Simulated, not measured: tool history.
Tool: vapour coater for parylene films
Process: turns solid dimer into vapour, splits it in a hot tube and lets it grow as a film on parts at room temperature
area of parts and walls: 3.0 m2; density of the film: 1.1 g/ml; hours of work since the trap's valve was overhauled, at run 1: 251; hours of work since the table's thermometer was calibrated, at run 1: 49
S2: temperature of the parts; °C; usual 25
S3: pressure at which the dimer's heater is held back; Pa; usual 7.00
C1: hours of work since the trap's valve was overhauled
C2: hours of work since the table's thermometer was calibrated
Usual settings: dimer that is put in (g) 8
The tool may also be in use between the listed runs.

Run 1, day 0.000: usual settings; C1 251; C2 49. Result: thickness of the film (um) 1.54.
Run 2, day 0.562: usual settings; C1 261; C2 58. Result: thickness of the film (um) 1.55.
Run 3, day 1.417: usual settings; C1 274; C2 72. Result: thickness of the film (um) 1.55.
Run 4, day 1.850: usual settings; C1 281; C2 79. Result: thickness of the film (um) 1.55.
Run 5, day 2.296: usual settings but S2 36 °C; C1 289; C2 86. Result: thickness of the film (um) 0.91.
Run 6, day 3.121: usual settings but S3 5.53 Pa; C1 302; C2 100. Result: thickness of the film (um) 1.58.
Run 7, day 3.929: usual settings but S3 9.76 Pa; C1 315; C2 113. Result: thickness of the film (um) 1.50.
Run 8, day 4.771: usual settings but S3 9.76 Pa; C1 329; C2 127. Result: thickness of the film (um) 1.50.
Run 9, day 5.671: usual settings but S3 9.76 Pa; C1 343; C2 141. Result: thickness of the film (um) 1.49.
Run 10, day 6.571: usual settings but dimer that is put in (g) 10; C1 358; C2 156. Result: thickness of the film (um) 1.93.
Run 11, day 7.192: usual settings but dimer that is put in (g) 10; C1 368; C2 166. Result: thickness of the film (um) 1.93.
Run 12, day 7.975: usual settings but S2 36 °C; C1 381; C2 178. Result: thickness of the film (um) 0.95.
Run 13, day 8.754: usual settings but dimer that is put in (g) 6, S2 36 °C; C1 393; C2 191. Result: thickness of the film (um) 0.69.
Run 14, day 9.246: usual settings but dimer that is put in (g) 4; C1 401; C2 199. Result: thickness of the film (um) 0.77.
Run 15, day 9.708: usual settings but dimer that is put in (g) 14, S3 10.82 Pa; C1 409; C2 207. Result: thickness of the film (um) 2.59.
Run 16, day 10.492: usual settings but dimer that is put in (g) 11, S2 27 °C, S3 7.73 Pa; C1 422; C2 219. Result: thickness of the film (um) 1.90.
Run 17, day 11.262: usual settings but dimer that is put in (g) 3, S2 17 °C, S3 7.73 Pa; C1 434; C2 232. Result: thickness of the film (um) 0.84.
Run 18, day 11.750: usual settings but dimer that is put in (g) 4, S2 34 °C, S3 4.19 Pa; C1 442; C2 240. Result: thickness of the film (um) 0.55.
At day 12.358: trap's valve overhauled.
Run 19, day 12.854: usual settings but dimer that is put in (g) 4, S2 34 °C, S3 4.19 Pa; C1 8; C2 255. Result: thickness of the film (um) 0.55.
Run 20, day 13.675: usual settings but dimer that is put in (g) 4, S2 34 °C, S3 4.19 Pa; C1 21; C2 268. Result: thickness of the film (um) 0.53.
Run 21, day 14.379: usual settings but dimer that is put in (g) 4, S2 34 °C, S3 2.17 Pa; C1 33; C2 280. Result: thickness of the film (um) 0.58.
Run 22, day 15.212: usual settings but dimer that is put in (g) 4, S2 18 °C, S3 2.81 Pa; C1 46; C2 293. Result: thickness of the film (um) 1.18.
Run 23, day 15.758: usual settings but S3 2.64 Pa; C1 55; C2 302. Result: thickness of the film (um) 1.73.

Forecast each of these 5 alternatives for the next run:
Run A, day 16.388: usual settings but S3 11.34 Pa; C1 65; C2 312. Result: thickness of the film (um) ?.
Run B, day 16.388: usual settings but dimer that is put in (g) 11, S2 19 °C; C1 65; C2 312. Result: thickness of the film (um) ?.
Run C, day 16.388: usual settings but dimer that is put in (g) 7, S2 36 °C, S3 2.64 Pa; C1 65; C2 312. Result: thickness of the film (um) ?.
Run D, day 16.388: usual settings but S2 34 °C, S3 11.17 Pa; C1 65; C2 312. Result: thickness of the film (um) ?.
Run E, day 16.388: usual settings but S3 4.87 Pa; C1 65; C2 312. Result: thickness of the film (um) ?.

run  thickness of the film (um)
  A                        1.46
  B                        2.80
  C                        0.91
  D                        0.96
  E                        1.60
Without the tool's hidden state the same runs would have given:
run  thickness of the film (um)
  A                        1.46
  B                        2.80
  C                        0.91
  D                        0.96
  E                        1.60
